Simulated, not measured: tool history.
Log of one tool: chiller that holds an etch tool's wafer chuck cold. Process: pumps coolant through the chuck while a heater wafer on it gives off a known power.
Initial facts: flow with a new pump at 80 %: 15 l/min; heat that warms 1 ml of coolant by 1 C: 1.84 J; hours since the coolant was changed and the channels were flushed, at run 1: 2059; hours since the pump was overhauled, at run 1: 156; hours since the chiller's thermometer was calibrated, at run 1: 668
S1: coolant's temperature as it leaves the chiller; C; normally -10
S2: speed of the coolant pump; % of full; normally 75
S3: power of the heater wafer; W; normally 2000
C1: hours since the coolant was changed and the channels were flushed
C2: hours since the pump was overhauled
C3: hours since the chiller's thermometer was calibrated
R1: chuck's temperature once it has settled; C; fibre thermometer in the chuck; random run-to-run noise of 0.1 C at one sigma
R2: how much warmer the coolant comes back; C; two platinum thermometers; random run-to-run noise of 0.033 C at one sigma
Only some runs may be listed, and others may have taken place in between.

run,hour,S1,S2,S3,C1,C2,C3,R1,R2
1,0,-10,75,2000,2059,156,668,9.9,4.68
2,40.5,-10,75,2000,2100,196,709,9.8,4.74
3,91.5,-10,75,2000,2151,247,760,9.8,4.74
4,151.8,-10,75,2000,2211,307,820,9.8,4.71
5,215.4,-10,75,2000,2275,371,883,10,4.74
6,274.9,-10,75,2000,2334,431,943,9.9,4.79
7,325.7,-10,61,2000,2385,481,994,12.6,5.93
8,380.8,-10,61,2000,2440,536,1049,12.8,5.91
9,423.6,-8,75,2000,2483,579,1092,12,4.8
# hour 427.7: chiller's thermometer calibrated
10,461,-10,75,2000,2519,616,33,10,4.71
11,494.3,-10,63,2000,2553,649,67,12.3,5.78
12,521.1,-10,63,2000,2579,676,93,12.4,5.74
13,573.1,-6,75,2521,2631,728,145,19.5,6.03
14,623.7,-10,75,2000,2682,778,196,10.1,4.8
15,682.9,-18,75,1629,2741,837,255,-1.7,3.92
16,732.8,-17,96,1541,2791,887,305,-3.7,2.84
17,793.3,-10,75,1275,2852,948,366,2.8,3.12
# hour 809.2: chiller's thermometer calibrated, once more
18,840.4,-10,61,2586,2898,994,31,19.8,7.69
19,870.1,-19,68,1221,2927,1024,61,-5.8,3.25
20,933,-5,75,1417,2990,1087,124,9.4,3.35
21,963,-16,75,2290,3020,1117,154,7,5.43
22,1016.9,-3,76,2470,3074,1170,208,21.9,5.8
23,1072.9,-3,76,2470,3130,1226,264,21.9,5.85
24,1123.1,-16,76,1660,3180,1277,314,0.7,3.97

Hidden state or all else? Some run-to-run changes of R1, split into what the settings, what came in and random variation would give without the hidden state, and what is left for the hidden state (with any gauge scatter that isn't in both results):
Unlogged tool condition in this case: heat passed by the chuck's channels, % of clean ones'; flow at a given pump speed, % of a new pump's; coolant's true temperature over the reading, C; drift of the gauge itself on chuck_c, C; drift of the gauge itself on warmer_back_c, C.
Run 17 -> 18: S2 75 -> 61, S3 1275 -> 2586, chiller's thermometer calibrated, once more. R1 +17 C: hidden state +0.9, all else +16.1.
Run 18 -> 19: S1 -10 -> -19, S2 61 -> 68, S3 2586 -> 1221. R1 -25.6 C: hidden state -1, all else -24.6.
Run 23 -> 24: S1 -3 -> -16, S3 2470 -> 1660. R1 -21.2 C: hidden state -0.4, all else -20.8.

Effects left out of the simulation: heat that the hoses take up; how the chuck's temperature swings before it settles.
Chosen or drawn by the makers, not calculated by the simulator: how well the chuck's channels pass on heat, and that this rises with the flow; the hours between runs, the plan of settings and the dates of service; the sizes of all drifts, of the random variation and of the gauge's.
